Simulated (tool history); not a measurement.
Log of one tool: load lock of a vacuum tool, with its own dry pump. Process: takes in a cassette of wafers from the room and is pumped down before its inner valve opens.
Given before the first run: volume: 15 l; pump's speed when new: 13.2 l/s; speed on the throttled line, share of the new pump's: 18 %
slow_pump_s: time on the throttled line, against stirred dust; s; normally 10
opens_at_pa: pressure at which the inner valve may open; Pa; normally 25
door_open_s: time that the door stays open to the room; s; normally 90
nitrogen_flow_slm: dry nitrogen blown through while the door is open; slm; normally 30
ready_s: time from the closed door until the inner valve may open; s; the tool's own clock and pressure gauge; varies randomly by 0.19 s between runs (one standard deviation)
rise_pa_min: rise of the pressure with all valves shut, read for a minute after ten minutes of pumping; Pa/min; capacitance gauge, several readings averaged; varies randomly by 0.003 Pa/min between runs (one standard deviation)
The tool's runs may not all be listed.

run,hour,slow_pump_s,opens_at_pa,door_open_s,nitrogen_flow_slm,"incoming humidity of the room's air, %",ready_s,rise_pa_min
1,0,10,25,90,30,43.5,18.1,0.381
2,230.8,10,25,90,30,44.9,18.3,0.396
3,511.3,10,25,90,30,46.8,18.2,0.401
4,936.2,10,39,90,30,46,17.5,0.415
5,1167.2,10,22,90,30,45.4,18.6,0.43
6,1533.4,10,22,90,30,44,18.5,0.449
7,1868.8,10,25,38,30,46,18.7,0.45
8,2227.7,10,25,38,30,45.5,18.4,0.459
9,2567.1,10,25,38,30,45.2,18.7,0.468
10,2968.1,10,25,38,30,43.7,18.6,0.494
11,3340.3,10,25,38,30,46,19,0.512
12,3613.6,10,25,38,30,45.2,18.8,0.514
13,4037.9,10,25,38,30,43.4,19.2,0.522
# hour 4250.5: door's seal changed, seat wiped
14,4450.2,7,25,90,30,42.1,16.4,0.021
15,4727.6,7,25,90,30,43.9,16.6,0.031
16,4945.4,10,25,90,11,45.1,19,0.041
17,5234.6,10,21,90,30,43,19.2,0.034
18,5551.8,10,34,90,30,47.1,18.8,0.032
19,5856.1,10,25,220,30,43.9,19.5,0.047
20,6258.9,10,25,220,30,45.9,19.7,0.051
21,6657.6,10,25,220,30,42,19.2,0.059
22,6961.2,8,25,114,30,43.6,18.1,0.049
23,7247.5,8,25,114,30,46.8,17.9,0.058
24,7694,10,25,90,14,46.3,19.9,0.068
25,7917.3,10,45,90,19,45.1,19.2,0.071
26,8380.4,6,25,175,7,45.9,16.9,0.113
27,8653.9,6,25,175,7,45.5,17.1,0.111
# hour 8690.6: dry pump taken out, an overhauled one fitted
28,8976.9,6,25,29,20,44.6,14.4,0.068
29,9228.3,6,25,29,20,46.5,14.7,0.08
30,9484.4,10,25,28,30,45.5,17.7,0.077
31,9896.1,14,25,28,13,44.9,21.3,0.085
32,10374.8,6,25,28,13,46,14.9,0.095
33,10596.5,7,25,40,30,44.1,15.8,0.099
34,11041,14,25,90,7,48.3,21.9,0.138
35,11242.3,14,25,90,7,45.3,21.3,0.131
36,11509,7,22,62,4,43,15.7,0.134
37,11893.2,19,30,85,30,45.5,25.6,0.12

A few steps of ready_s between consecutive runs. Split each: what settings, incoming material and random variation would produce without the hidden state, and what is left over for the hidden state, along with gauge scatter present in only one of the two compared results (measured, and without hidden state):
Unlogged tool condition in this case: pump's speed, % of a new pump's; leak at the door's seal, Pa l/s; drift of the gauge itself on ready_s, %; drift of the gauge itself on rise_pa_min, %.
Run 12 -> 13: nothing adjusted, nothing logged. ready_s +0.4 s: hidden state +0.2, all else +0.2.
Run 25 -> 26: slow_pump_s 10 -> 6, opens_at_pa 45 -> 25, door_open_s 90 -> 175, nitrogen_flow_slm 19 -> 7. ready_s -2.3 s: hidden state +0.5, all else -2.8.
Run 27 -> 28: door_open_s 175 -> 29, nitrogen_flow_slm 7 -> 20, dry pump taken out, an overhauled one fitted. ready_s -2.7 s: hidden state -2.5, all else -0.2.
Run 31 -> 32: slow_pump_s 14 -> 6. ready_s -6.4 s: hidden state +0.1, all else -6.5.
Run 33 -> 34: slow_pump_s 7 -> 14, door_open_s 40 -> 90, nitrogen_flow_slm 30 -> 7. ready_s +6.1 s: hidden state +0, all else +6.1.
Run 36 -> 37: slow_pump_s 7 -> 19, opens_at_pa 22 -> 30, door_open_s 62 -> 85, nitrogen_flow_slm 4 -> 30. ready_s +9.9 s: hidden state -0.1, all else +10.

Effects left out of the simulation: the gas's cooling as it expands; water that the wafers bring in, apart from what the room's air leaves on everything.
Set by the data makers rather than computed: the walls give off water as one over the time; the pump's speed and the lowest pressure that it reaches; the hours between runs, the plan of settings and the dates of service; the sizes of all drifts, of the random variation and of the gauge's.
